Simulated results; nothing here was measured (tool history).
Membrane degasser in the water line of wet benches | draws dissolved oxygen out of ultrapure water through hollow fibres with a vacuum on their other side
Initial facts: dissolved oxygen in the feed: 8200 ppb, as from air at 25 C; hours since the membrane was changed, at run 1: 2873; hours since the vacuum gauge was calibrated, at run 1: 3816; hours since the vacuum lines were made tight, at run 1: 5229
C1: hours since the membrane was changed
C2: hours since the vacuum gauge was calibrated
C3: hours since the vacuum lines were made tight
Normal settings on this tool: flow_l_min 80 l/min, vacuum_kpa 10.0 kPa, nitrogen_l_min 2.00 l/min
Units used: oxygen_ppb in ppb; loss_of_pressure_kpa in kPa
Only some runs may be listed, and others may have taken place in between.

{"run": 1, "hour": 0.0, "flow_l_min": 80, "vacuum_kpa": 10.0, "nitrogen_l_min": 2.0, "C1": 2873, "C2": 3816, "C3": 5229, "oxygen_ppb": 566.5, "loss_of_pressure_kpa": 39.79}
{"run": 2, "hour": 155.9, "flow_l_min": 80, "vacuum_kpa": 10.0, "nitrogen_l_min": 2.0, "C1": 3029, "C2": 3971, "C3": 5385, "oxygen_ppb": 564.0, "loss_of_pressure_kpa": 40.13}
{"run": 3, "hour": 245.8, "flow_l_min": 80, "vacuum_kpa": 10.0, "nitrogen_l_min": 2.0, "C1": 3119, "C2": 4061, "C3": 5475, "oxygen_ppb": 558.5, "loss_of_pressure_kpa": 39.77}
{"run": 4, "hour": 317.2, "flow_l_min": 80, "vacuum_kpa": 10.0, "nitrogen_l_min": 2.0, "C1": 3191, "C2": 4133, "C3": 5546, "oxygen_ppb": 570.4, "loss_of_pressure_kpa": 40.27}
{"run": 5, "hour": 493.0, "flow_l_min": 80, "vacuum_kpa": 6.6, "nitrogen_l_min": 2.0, "C1": 3366, "C2": 4309, "C3": 5722, "oxygen_ppb": 315.0, "loss_of_pressure_kpa": 39.96}
{"run": 6, "hour": 587.1, "flow_l_min": 80, "vacuum_kpa": 6.6, "nitrogen_l_min": 2.0, "C1": 3460, "C2": 4403, "C3": 5816, "oxygen_ppb": 314.4, "loss_of_pressure_kpa": 40.27}
{"run": 7, "hour": 699.6, "flow_l_min": 80, "vacuum_kpa": 10.0, "nitrogen_l_min": 2.0, "C1": 3573, "C2": 4515, "C3": 5929, "oxygen_ppb": 567.6, "loss_of_pressure_kpa": 39.96}
{"run": 8, "hour": 803.7, "flow_l_min": 80, "vacuum_kpa": 10.0, "nitrogen_l_min": 2.0, "C1": 3677, "C2": 4619, "C3": 6033, "oxygen_ppb": 566.3, "loss_of_pressure_kpa": 39.68}
{"run": 9, "hour": 877.7, "flow_l_min": 57, "vacuum_kpa": 10.0, "nitrogen_l_min": 2.0, "C1": 3751, "C2": 4693, "C3": 6107, "oxygen_ppb": 403.3, "loss_of_pressure_kpa": 28.23}
{"run": 10, "hour": 1034.5, "flow_l_min": 57, "vacuum_kpa": 10.0, "nitrogen_l_min": 2.0, "C1": 3908, "C2": 4850, "C3": 6263, "oxygen_ppb": 408.5, "loss_of_pressure_kpa": 28.56}
{"run": 11, "hour": 1118.7, "flow_l_min": 57, "vacuum_kpa": 10.0, "nitrogen_l_min": 2.0, "C1": 3992, "C2": 4934, "C3": 6348, "oxygen_ppb": 409.7, "loss_of_pressure_kpa": 28.49}
{"run": 12, "hour": 1277.6, "flow_l_min": 57, "vacuum_kpa": 10.0, "nitrogen_l_min": 2.0, "C1": 4151, "C2": 5093, "C3": 6507, "oxygen_ppb": 406.6, "loss_of_pressure_kpa": 28.35}
{"run": 13, "hour": 1363.2, "flow_l_min": 57, "vacuum_kpa": 10.0, "nitrogen_l_min": 2.0, "C1": 4237, "C2": 5179, "C3": 6592, "oxygen_ppb": 413.3, "loss_of_pressure_kpa": 28.42}
{"run": 14, "hour": 1510.6, "flow_l_min": 57, "vacuum_kpa": 10.0, "nitrogen_l_min": 2.0, "C1": 4384, "C2": 5326, "C3": 6740, "oxygen_ppb": 411.3, "loss_of_pressure_kpa": 28.73}
{"run": 15, "hour": 1621.0, "flow_l_min": 82, "vacuum_kpa": 9.2, "nitrogen_l_min": 3.11, "C1": 4494, "C2": 5437, "C3": 6850, "oxygen_ppb": 385.6, "loss_of_pressure_kpa": 40.82}
{"run": 16, "hour": 1732.8, "flow_l_min": 82, "vacuum_kpa": 9.2, "nitrogen_l_min": 3.11, "C1": 4606, "C2": 5548, "C3": 6962, "oxygen_ppb": 386.1, "loss_of_pressure_kpa": 40.7}
{"run": 17, "hour": 1891.1, "flow_l_min": 50, "vacuum_kpa": 16.8, "nitrogen_l_min": 2.56, "C1": 4764, "C2": 5707, "C3": 7120, "oxygen_ppb": 571.4, "loss_of_pressure_kpa": 24.9}
{"run": 18, "hour": 1975.4, "flow_l_min": 55, "vacuum_kpa": 7.0, "nitrogen_l_min": 4.68, "C1": 4849, "C2": 5791, "C3": 7204, "oxygen_ppb": 112.4, "loss_of_pressure_kpa": 27.68}
{"run": 19, "hour": 2139.3, "flow_l_min": 126, "vacuum_kpa": 16.4, "nitrogen_l_min": 0.88, "C1": 5013, "C2": 5955, "C3": 7368, "oxygen_ppb": 2288.2, "loss_of_pressure_kpa": 63.43}
{"run": 20, "hour": 2217.5, "flow_l_min": 90, "vacuum_kpa": 7.8, "nitrogen_l_min": 1.49, "C1": 5091, "C2": 6033, "C3": 7446, "oxygen_ppb": 561.1, "loss_of_pressure_kpa": 44.98}
{"run": 21, "hour": 2300.1, "flow_l_min": 102, "vacuum_kpa": 10.0, "nitrogen_l_min": 4.23, "C1": 5173, "C2": 6116, "C3": 7529, "oxygen_ppb": 471.3, "loss_of_pressure_kpa": 51.07}
{"run": 22, "hour": 2471.3, "flow_l_min": 111, "vacuum_kpa": 12.2, "nitrogen_l_min": 1.73, "C1": 5345, "C2": 6287, "C3": 7700, "oxygen_ppb": 1109.5, "loss_of_pressure_kpa": 55.08}
{"run": 23, "hour": 2572.0, "flow_l_min": 63, "vacuum_kpa": 12.2, "nitrogen_l_min": 1.73, "C1": 5445, "C2": 6388, "C3": 7801, "oxygen_ppb": 649.0, "loss_of_pressure_kpa": 31.73}
{"run": 24, "hour": 2651.1, "flow_l_min": 63, "vacuum_kpa": 6.1, "nitrogen_l_min": 1.1, "C1": 5524, "C2": 6467, "C3": 7880, "oxygen_ppb": 319.3, "loss_of_pressure_kpa": 31.71}
{"hour": 2773.4, "done": "vacuum gauge calibrated"}
{"run": 25, "hour": 2773.4, "flow_l_min": 51, "vacuum_kpa": 7.9, "nitrogen_l_min": 2.64, "C1": 5646, "C2": 0, "C3": 8002, "oxygen_ppb": 208.6, "loss_of_pressure_kpa": 25.57}
{"run": 26, "hour": 2874.2, "flow_l_min": 51, "vacuum_kpa": 7.9, "nitrogen_l_min": 2.64, "C1": 5747, "C2": 101, "C3": 8103, "oxygen_ppb": 208.9, "loss_of_pressure_kpa": 25.49}
{"run": 27, "hour": 3045.5, "flow_l_min": 53, "vacuum_kpa": 7.2, "nitrogen_l_min": 2.0, "C1": 5918, "C2": 272, "C3": 8274, "oxygen_ppb": 233.2, "loss_of_pressure_kpa": 26.66}

Here are 4 independent what-if runs from the current tool condition. What would each one return?
{"run": "A", "hour": 3195.6, "flow_l_min": 80, "vacuum_kpa": 6.5, "nitrogen_l_min": 3.81, "C1": 6068, "C2": 422, "C3": 8424, "oxygen_ppb": "?", "loss_of_pressure_kpa": "?"}
{"run": "B", "hour": 3195.6, "flow_l_min": 63, "vacuum_kpa": 11.4, "nitrogen_l_min": 3.71, "C1": 6068, "C2": 422, "C3": 8424, "oxygen_ppb": "?", "loss_of_pressure_kpa": "?"}
{"run": "C", "hour": 3195.6, "flow_l_min": 78, "vacuum_kpa": 11.9, "nitrogen_l_min": 2.25, "C1": 6068, "C2": 422, "C3": 8424, "oxygen_ppb": "?", "loss_of_pressure_kpa": "?"}
{"run": "D", "hour": 3195.6, "flow_l_min": 58, "vacuum_kpa": 10.0, "nitrogen_l_min": 2.0, "C1": 6068, "C2": 422, "C3": 8424, "oxygen_ppb": "?", "loss_of_pressure_kpa": "?"}

run=A oxygen_ppb=204.7 loss_of_pressure_kpa=39.94
run=B oxygen_ppb=329.7 loss_of_pressure_kpa=31.41
run=C oxygen_ppb=648.3 loss_of_pressure_kpa=38.83
run=D oxygen_ppb=425.7 loss_of_pressure_kpa=28.80
The same runs, with their run-to-run variation unchanged, on a tool lacking any hidden condition would have given:
run=A oxygen_ppb=199.0 loss_of_pressure_kpa=39.93
run=B oxygen_ppb=320.5 loss_of_pressure_kpa=31.40
run=C oxygen_ppb=630.3 loss_of_pressure_kpa=38.82
run=D oxygen_ppb=413.9 loss_of_pressure_kpa=28.79
